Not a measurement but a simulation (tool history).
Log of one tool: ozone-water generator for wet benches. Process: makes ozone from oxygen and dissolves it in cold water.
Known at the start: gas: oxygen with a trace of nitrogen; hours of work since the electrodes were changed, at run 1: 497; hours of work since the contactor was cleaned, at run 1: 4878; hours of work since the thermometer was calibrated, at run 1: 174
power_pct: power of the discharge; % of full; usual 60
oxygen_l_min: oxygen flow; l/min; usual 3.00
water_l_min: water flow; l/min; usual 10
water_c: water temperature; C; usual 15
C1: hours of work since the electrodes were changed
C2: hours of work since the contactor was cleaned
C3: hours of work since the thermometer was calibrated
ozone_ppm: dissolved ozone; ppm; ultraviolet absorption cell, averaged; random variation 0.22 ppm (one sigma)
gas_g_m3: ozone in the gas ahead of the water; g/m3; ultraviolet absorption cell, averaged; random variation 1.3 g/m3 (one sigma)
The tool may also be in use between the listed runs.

Run 1, hour 0.0: usual settings; C1 497; C2 4878; C3 174. Result: ozone_ppm 32.4 ppm, gas_g_m3 240.8 g/m3.
Run 2, hour 32.8: usual settings; C1 517; C2 4898; C3 195. Result: ozone_ppm 32.3 ppm, gas_g_m3 241.2 g/m3.
Run 3, hour 57.5: usual settings; C1 532; C2 4914; C3 210. Result: ozone_ppm 32.8 ppm, gas_g_m3 243.9 g/m3.
Run 4, hour 82.4: usual settings; C1 548; C2 4929; C3 225. Result: ozone_ppm 32.5 ppm, gas_g_m3 241.4 g/m3.
Run 5, hour 105.4: usual settings; C1 562; C2 4943; C3 240. Result: ozone_ppm 32.5 ppm, gas_g_m3 241.0 g/m3.
Run 6, hour 141.4: usual settings but oxygen_l_min 3.05 l/min; C1 584; C2 4966; C3 262. Result: ozone_ppm 32.6 ppm, gas_g_m3 238.9 g/m3.
Run 7, hour 181.3: usual settings; C1 609; C2 4990; C3 287. Result: ozone_ppm 32.3 ppm, gas_g_m3 239.5 g/m3.
Run 8, hour 215.4: usual settings; C1 630; C2 5011; C3 308. Result: ozone_ppm 33.2 ppm, gas_g_m3 241.9 g/m3.
Run 9, hour 240.8: usual settings but oxygen_l_min 3.83 l/min, water_l_min 8 l/min, water_c 13 C; C1 646; C2 5027; C3 324. Result: ozone_ppm 39.3 ppm, gas_g_m3 214.1 g/m3.
Run 10, hour 272.7: usual settings but oxygen_l_min 3.83 l/min, water_l_min 15 l/min, water_c 9 C; C1 666; C2 5047; C3 343. Result: ozone_ppm 26.5 ppm, gas_g_m3 211.2 g/m3.
Run 11, hour 305.9: usual settings but power_pct 47 % of full, oxygen_l_min 5.01 l/min, water_l_min 7 l/min, water_c 9 C; C1 686; C2 5067; C3 364. Result: ozone_ppm 38.0 ppm, gas_g_m3 158.4 g/m3.
Run 12, hour 338.9: usual settings but power_pct 47 % of full, oxygen_l_min 5.01 l/min, water_l_min 7 l/min, water_c 9 C; C1 707; C2 5088; C3 384. Result: ozone_ppm 37.9 ppm, gas_g_m3 158.3 g/m3.
Run 13, hour 356.9: usual settings but power_pct 94 % of full, oxygen_l_min 5.03 l/min; C1 718; C2 5099; C3 395. Result: ozone_ppm 43.0 ppm, gas_g_m3 247.1 g/m3.
Run 14, hour 394.7: usual settings but water_c 9 C; C1 741; C2 5122; C3 419. Result: ozone_ppm 35.2 ppm, gas_g_m3 236.3 g/m3.
Run 15, hour 434.8: usual settings but oxygen_l_min 2.95 l/min; C1 766; C2 5147; C3 444. Result: ozone_ppm 32.8 ppm, gas_g_m3 240.3 g/m3.
Run 16, hour 466.5: usual settings but oxygen_l_min 2.95 l/min; C1 786; C2 5167; C3 463. Result: ozone_ppm 32.6 ppm, gas_g_m3 239.6 g/m3.

Hidden state or all else? Some run-to-run changes of gas_g_m3, split into what the settings, what came in and random variation would give without the hidden state, and what is left for the hidden state (with any gauge scatter that isn't in both results):
The hidden state here: yield of the discharge, % of new electrodes'; contactor's efficiency, % of a clean one's; true water temperature over the reading, C; drift of the gauge itself on ozone_ppm, %; drift of the gauge itself on gas_g_m3, %.
Run 12 -> 13: power_pct 47 -> 94, oxygen_l_min 5.01 -> 5.03, water_l_min 7 -> 10, water_c 9 -> 15. gas_g_m3 +88.8 g/m3: hidden state -1.2, all else +90.0.
